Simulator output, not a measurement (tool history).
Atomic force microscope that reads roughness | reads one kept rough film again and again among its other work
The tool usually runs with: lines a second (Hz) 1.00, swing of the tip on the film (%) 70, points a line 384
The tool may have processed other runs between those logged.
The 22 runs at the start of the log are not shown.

run	day	lines a second (Hz)	swing of the tip on the film (%)	points a line	pictures with this tip	hours of work since the height scale was calibrated	roughness of the kept film (nm (root mean square))
# day 14.029: new tip fitted
23	14.096	2.15	81	273	1	59	1.029
24	14.708	3.82	61	542	17	68	1.096
25	15.504	1.80	70	493	37	81	1.103
26	16.083	1.80	70	493	52	89	1.112
27	16.458	0.86	68	366	62	95	1.149
28	17.229	0.58	84	986	81	107	1.127
29	17.825	0.58	84	986	96	116	1.137
30	18.283	0.58	84	375	108	123	1.126
31	18.721	0.58	84	375	119	130	1.127
32	19.208	1.62	78	384	132	137	1.079
33	19.783	1.62	78	384	146	146	1.079

Forecast each of these 5 alternatives for the next run:
A	20.162	2.15	85	384	156	152	?
B	20.162	1.62	55	384	156	152	?
C	20.162	1.62	70	395	156	152	?
D	20.162	1.62	57	618	156	152	?
E	20.162	0.53	56	296	156	152	?

run	roughness of the kept film (nm (root mean square))
A	0.988
B	1.155
C	1.115
D	1.153
E	1.170
Stripped of hidden state, with their random variation kept, the same runs would have yielded:
run	roughness of the kept film (nm (root mean square))
A	1.000
B	1.169
C	1.129
D	1.167
E	1.184
